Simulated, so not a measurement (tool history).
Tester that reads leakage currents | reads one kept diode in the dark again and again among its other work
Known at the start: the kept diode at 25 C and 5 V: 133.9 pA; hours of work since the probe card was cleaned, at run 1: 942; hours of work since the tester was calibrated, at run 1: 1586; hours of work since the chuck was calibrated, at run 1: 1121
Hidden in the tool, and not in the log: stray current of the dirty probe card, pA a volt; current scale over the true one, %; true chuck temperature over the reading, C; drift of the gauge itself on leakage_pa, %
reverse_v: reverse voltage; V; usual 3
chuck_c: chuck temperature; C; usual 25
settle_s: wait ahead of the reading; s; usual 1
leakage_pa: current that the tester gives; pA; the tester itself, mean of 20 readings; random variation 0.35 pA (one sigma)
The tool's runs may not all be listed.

run,hour,reverse_v,chuck_c,settle_s,hours of work since the probe card was cleaned,hours of work since the tester was calibrated,hours of work since the chuck was calibrated,leakage_pa
1,0,3,25,1,942,1586,1121,105.66
2,102.6,3,25,1,985,1629,1164,105.32
3,216.9,3,25,1,1032,1676,1211,105.1
4,343,5.62,25,1,1084,1728,1263,128.02
5,500.7,5.62,25,1,1149,1793,1328,127.06
# hour 645.2: chuck's temperature calibrated
6,678.5,5.62,25,1,1222,1866,14,142.96
7,806,3,25,1,1275,1919,66,116.39
8,905.2,3,25,1,1316,1960,107,115.89
9,1053.7,3,25,1,1377,2021,169,115.53
# hour 1196.6: probe card cleaned and baked
10,1226.1,3,25,1,12,2091,239,114.03
11,1335.5,3,25,1,57,2136,284,112.98
# hour 1353.5: tester calibrated
12,1433.5,3,25,1,97,33,324,113.34
13,1567.4,3,25,1,152,88,379,112.87
14,1714.9,3,36,1,213,149,440,277.13
15,1893.1,3,46,1,287,223,514,593.15
16,2022.8,3,57,1,341,277,567,1317.17
17,2138.6,3,57,1,388,324,615,1308.22
# hour 2284: tester calibrated, once more
18,2302.5,2.42,25,1,455,8,682,103.61
19,2418,2.42,25,1,503,55,730,103.54
20,2528.9,4.56,25,1,549,101,775,126.21
21,2660.3,4.56,25,1,603,155,830,125.71
22,2791,4.56,25,1,657,209,884,124.86
23,2939.6,2.25,25,3.66,719,271,945,100.05
24,3024.7,1.14,29,4.11,754,306,980,112.89
25,3198.7,1.25,58,4.11,826,378,1052,1050.52
26,3363.4,2.24,25,0.38,894,446,1120,99.22
27,3550.1,3.32,25,0.6,971,523,1198,111.36
28,3674.9,3.32,25,0.6,1022,575,1249,110.98
29,3854.2,2.19,28,0.98,1097,649,1323,123.92
# hour 4010.9: chuck's temperature calibrated
30,4010.9,3,39,5.13,1161,713,0,359.95
31,4139.1,3.32,23,5.13,1214,766,53,99.98
32,4253.1,14.77,45,6.51,1261,813,100,912.25
33,4372.9,1.81,30,3.5,1310,862,150,148.46
34,4534.9,2.51,25,1,1377,929,217,107.91
# hour 4681.4: probe card cleaned and baked
35,4699.6,2.51,25,1,7,996,283,106.08
36,4791.8,13.37,25,0.47,46,1034,321,179.82
37,4879,3,25,1.81,82,1070,357,111.29
38,4977.9,3,25,1.81,122,1111,398,111.45
39,5148.2,4.89,20,1.81,193,1181,469,83.36

Measured less the same run without the tool's hidden state. The same run-to-run variation is in both; the gauge's scatter may not be:
run,leakage_pa
1,-9.7
2,-9.98
3,-10.27
4,-12.13
5,-12.61
6,+2.58
7,+1.09
8,+0.78
9,+0.28
10,-1.59
11,-1.94
12,-2.38
13,-2.79
14,-7.88
15,-19.12
16,-45.05
17,-49.08
18,-3.99
19,-4.33
20,-5.36
21,-5.82
22,-6.23
23,-5.76
24,-6.96
25,-60.52
26,-6.88
27,-8.05
28,-8.45
29,-10.49
30,-0.98
31,+0.25
32,-5.31
33,-1.73
34,-1.31
35,-2.89
36,-5.05
37,-3.58
38,-3.88
39,-3.21
